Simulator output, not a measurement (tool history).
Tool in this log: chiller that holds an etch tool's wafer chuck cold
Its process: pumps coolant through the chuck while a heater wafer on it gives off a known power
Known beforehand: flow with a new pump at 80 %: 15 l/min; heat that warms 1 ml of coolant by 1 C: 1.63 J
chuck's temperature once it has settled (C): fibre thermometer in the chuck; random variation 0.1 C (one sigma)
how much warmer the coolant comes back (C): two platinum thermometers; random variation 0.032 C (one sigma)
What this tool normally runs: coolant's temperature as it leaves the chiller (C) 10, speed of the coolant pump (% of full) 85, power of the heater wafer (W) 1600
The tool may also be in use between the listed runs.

run   hour  coolant's temperature as it leaves the chiller (C)  speed of the coolant pump (% of full)  power of the heater wafer (W)  chuck's temperature once it has settled (C)  how much warmer the coolant comes back (C)
  1      0                                                  10                                     85                           1600                                         22.9                                        3.76
  2   29.9                                                  10                                     85                           1600                                           23                                        3.71
  3   59.3                                                  10                                     85                           1600                                         22.9                                        3.79
  4   76.1                                                  10                                     85                           2287                                         28.6                                        5.31
  5  109.3                                                  10                                     85                           2287                                         28.6                                         5.3
  6  135.2                                                  10                                     85                           2287                                         28.6                                        5.38
  7  151.6                                                  10                                     85                           1600                                         22.8                                        3.76
  8  186.4                                                  10                                     85                           1600                                         22.9                                        3.74
  9    205                                                  10                                     85                           1600                                         22.9                                        3.76
 10  233.1                                                  10                                     85                           1600                                         22.8                                        3.72
 11  251.6                                                  10                                     85                           1600                                         22.7                                        3.77
 12  273.6                                                  10                                     85                           1897                                           25                                        4.49
 13  309.1                                                  10                                     85                           1600                                         22.7                                        3.77
 14  331.2                                                  10                                     85                           1600                                         22.8                                        3.79
 15  353.7                                                  16                                     90                           1850                                         30.2                                        4.08
 16  369.1                                                  16                                     90                           1850                                           30                                        4.12
 17  385.4                                                   1                                     82                           1850                                         16.1                                        4.49
 18  421.4                                                  17                                     85                           1600                                         30.5                                        3.78
 19  451.2                                                   4                                     62                           1312                                         18.3                                        4.25
 20  487.9                                                   7                                     98                            930                                         13.9                                         1.9
 21  516.2                                                   7                                     98                            930                                           14                                         1.9
 22  553.2                                                  11                                     74                           1600                                         26.1                                        4.34
 23  578.1                                                   3                                     74                           1600                                         18.2                                        4.36
 24  603.9                                                   3                                     74                           1600                                         18.1                                        4.31
 25  639.7                                                   3                                     92                           1600                                         15.6                                        3.46
 26  669.5                                                  13                                     83                           1738                                         27.9                                        4.21

Not shown: 2 entries that the log had between the listed runs. Between which runs, and how does the tool's hidden state differ before and after?
In the gap between runs 9 and 10: chiller's thermometer calibrated (hour 207.9)
  coolant's true temperature over the reading, C: -0.46 -> -0.69
  measured less the result without the state, chuck's temperature once it has settled (C): +0.6 -> +0.4; how much warmer the coolant comes back (C): +0.05 -> +0.05
In the gap between runs 17 and 18: chiller's thermometer calibrated, once more (hour 389.8)
  heat passed by the chuck's channels, % of clean ones': 91.7 -> 91.6; coolant's true temperature over the reading, C: -0.71 -> 0.01
  measured less the result without the state, chuck's temperature once it has settled (C): +0.6 -> +1.2; how much warmer the coolant comes back (C): +0.07 -> +0.06

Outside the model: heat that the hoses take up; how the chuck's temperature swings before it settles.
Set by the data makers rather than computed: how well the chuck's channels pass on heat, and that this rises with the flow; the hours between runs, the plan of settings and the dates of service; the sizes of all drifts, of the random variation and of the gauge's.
